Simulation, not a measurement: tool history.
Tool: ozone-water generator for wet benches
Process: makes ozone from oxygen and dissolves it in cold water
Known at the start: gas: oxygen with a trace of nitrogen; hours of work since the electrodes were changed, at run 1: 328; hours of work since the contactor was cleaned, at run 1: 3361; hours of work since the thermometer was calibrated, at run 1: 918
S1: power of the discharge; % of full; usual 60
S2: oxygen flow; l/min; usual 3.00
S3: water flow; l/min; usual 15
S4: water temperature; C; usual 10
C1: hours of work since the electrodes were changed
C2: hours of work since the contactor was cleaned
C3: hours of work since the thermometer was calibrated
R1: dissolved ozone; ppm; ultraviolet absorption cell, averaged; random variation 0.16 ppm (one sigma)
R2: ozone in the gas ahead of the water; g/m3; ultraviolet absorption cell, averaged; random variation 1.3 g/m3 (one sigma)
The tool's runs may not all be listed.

run	hour	S1	S2	S3	S4	C1	C2	C3	R1	R2
1	0.0	60	3.00	15	10	328	3361	918	20.6	232.6
2	47.6	60	3.00	13	10	363	3396	953	23.9	233.0
3	98.6	60	3.00	13	10	401	3433	990	23.8	230.8
4	128.3	60	3.00	13	10	422	3455	1012	23.7	231.1
5	165.0	60	3.00	13	10	450	3482	1039	23.8	232.1
6	203.8	57	3.00	12	10	478	3511	1068	25.0	227.3
7	240.3	57	3.00	12	10	505	3538	1095	25.0	223.5
8	296.4	60	3.00	13	10	546	3579	1136	23.6	233.5
9	321.3	95	3.00	15	6	565	3598	1154	29.3	317.1

Forecast run 10:
10	356.6	95	1.85	13	6	591	3624	1180	?	?

R1: 29.3 ppm
R2: 385.8 g/m3
Without the tool's hidden state the same run would have given R1 29.3 ppm, R2 385.8 g/m3.
